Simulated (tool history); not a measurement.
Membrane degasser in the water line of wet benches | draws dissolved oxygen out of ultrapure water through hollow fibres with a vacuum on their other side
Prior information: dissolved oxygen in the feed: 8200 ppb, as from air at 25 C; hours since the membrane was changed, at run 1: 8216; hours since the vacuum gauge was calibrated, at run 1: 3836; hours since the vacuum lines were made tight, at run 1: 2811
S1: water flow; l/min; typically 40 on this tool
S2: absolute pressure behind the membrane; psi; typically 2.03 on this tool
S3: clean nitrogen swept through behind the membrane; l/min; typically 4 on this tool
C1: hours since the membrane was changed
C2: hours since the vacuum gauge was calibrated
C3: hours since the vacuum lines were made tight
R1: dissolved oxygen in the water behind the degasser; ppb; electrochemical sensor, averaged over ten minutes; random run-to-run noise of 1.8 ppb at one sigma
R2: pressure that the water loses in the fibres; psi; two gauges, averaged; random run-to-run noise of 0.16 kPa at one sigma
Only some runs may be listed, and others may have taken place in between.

| run | hour | S1 | S2 | S3 | C1 | C2 | C3 | R1 | R2 |
|---|---|---|---|---|---|---|---|---|---|
| 1 | 0 | 40 | 2.03 | 4 | 8216 | 3836 | 2811 | 303.5 | 4.287 |
| 2 | 166.4 | 40 | 2.03 | 4 | 8382 | 4002 | 2977 | 304.1 | 4.328 |
| 3 | 336.1 | 49 | 2.03 | 4 | 8552 | 4172 | 3147 | 391.7 | 5.284 |
| 4 | 504.2 | 49 | 2.03 | 4 | 8720 | 4340 | 3315 | 387.4 | 5.281 |
| 5 | 665.5 | 49 | 2.03 | 4 | 8881 | 4501 | 3476 | 388.5 | 5.317 |
| 6 | 928.5 | 49 | 2.03 | 4 | 9144 | 4764 | 3739 | 387.6 | 5.316 |
| 7 | 1106 | 40 | 1.89 | 4 | 9321 | 4942 | 3917 | 284.3 | 4.357 |
| 8 | 1343.6 | 40 | 1.89 | 4 | 9559 | 5179 | 4154 | 286.7 | 4.334 |
| 9 | 1474.6 | 40 | 1.89 | 4 | 9690 | 5310 | 4285 | 290.2 | 4.312 |
| 10 | 1766.7 | 40 | 2.03 | 4 | 9982 | 5603 | 4578 | 312 | 4.322 |
| 11 | 1991.8 | 40 | 2.03 | 5.91 | 10207 | 5828 | 4803 | 238.1 | 4.318 |
|  | 2149.3 | vacuum gauge calibrated |
| 12 | 2170 | 40 | 2.03 | 4 | 10385 | 21 | 4980 | 306.2 | 4.37 |
| 13 | 2399.9 | 40 | 2.03 | 4 | 10615 | 251 | 5210 | 307.2 | 4.318 |
| 14 | 2623.9 | 40 | 2.03 | 4 | 10839 | 475 | 5434 | 310.5 | 4.367 |
| 15 | 2909.5 | 35 | 2.03 | 4 | 11124 | 760 | 5720 | 264.8 | 3.817 |
| 16 | 3071.8 | 35 | 2.03 | 4 | 11287 | 922 | 5882 | 267.4 | 3.817 |
| 17 | 3218.5 | 40 | 2.03 | 4 | 11433 | 1069 | 6029 | 307.6 | 4.347 |
|  | 3451.4 | seals of the vacuum lines changed |
| 18 | 3463 | 40 | 2.1 | 4.49 | 11676 | 1312 | 12 | 297.9 | 4.369 |
| 19 | 3645.9 | 40 | 2.03 | 5.22 | 11859 | 1495 | 194 | 255.6 | 4.371 |
| 20 | 3822.4 | 31 | 2.03 | 1.77 | 12035 | 1671 | 371 | 444.3 | 3.403 |
| 21 | 4005.7 | 54 | 1.77 | 2.02 | 12219 | 1854 | 554 | 595.5 | 5.89 |
| 22 | 4214.6 | 54 | 1.77 | 2.02 | 12428 | 2063 | 763 | 599.8 | 5.915 |
| 23 | 4473.4 | 54 | 1.77 | 2.02 | 12686 | 2322 | 1022 | 615.2 | 5.939 |
| 24 | 4689.5 | 54 | 3.05 | 2.02 | 12903 | 2538 | 1238 | 1035.7 | 5.896 |
| 25 | 4896.6 | 54 | 3.05 | 2.02 | 13110 | 2745 | 1445 | 1035 | 5.923 |
| 26 | 5092.8 | 54 | 1.8 | 2.54 | 13306 | 2942 | 1641 | 534.5 | 5.987 |
| 27 | 5249.4 | 54 | 3.93 | 3.06 | 13462 | 3098 | 1798 | 966 | 5.915 |
| 28 | 5447.1 | 49 | 3.42 | 1.76 | 13660 | 3296 | 1996 | 1158.8 | 5.424 |
| 29 | 5693.1 | 50 | 1.42 | 1.76 | 13906 | 3542 | 2242 | 494.5 | 5.523 |
| 30 | 5852.7 | 50 | 3.42 | 2.6 | 14066 | 3701 | 2401 | 898.4 | 5.504 |
| 31 | 6043.5 | 59 | 2.77 | 2.6 | 14256 | 3892 | 2592 | 864.7 | 6.531 |
| 32 | 6229.3 | 40 | 2.03 | 3.95 | 14442 | 4078 | 2778 | 318.6 | 4.428 |
| 33 | 6435.1 | 40 | 4.16 | 2.38 | 14648 | 4284 | 2984 | 936.5 | 4.431 |

Each row is a separate what-if for the run after 33, all from the same tool condition, not one after another. Results?
| A | 6646.5 | 40 | 4.16 | 7.05 | 14860 | 4495 | 3195 | ? | ? |
| B | 6646.5 | 40 | 1.31 | 2.38 | 14860 | 4495 | 3195 | ? | ? |
| C | 6646.5 | 42 | 1.58 | 1.93 | 14860 | 4495 | 3195 | ? | ? |

| run | R1 | R2 |
|---|---|---|
| A | 402.2 | 4.431 |
| B | 289.6 | 4.431 |
| C | 430 | 4.704 |
Without the tool's hidden state the same runs would have given:
| run | R1 | R2 |
|---|---|---|
| A | 380.5 | 4.139 |
| B | 262.9 | 4.139 |
| C | 400.9 | 4.396 |

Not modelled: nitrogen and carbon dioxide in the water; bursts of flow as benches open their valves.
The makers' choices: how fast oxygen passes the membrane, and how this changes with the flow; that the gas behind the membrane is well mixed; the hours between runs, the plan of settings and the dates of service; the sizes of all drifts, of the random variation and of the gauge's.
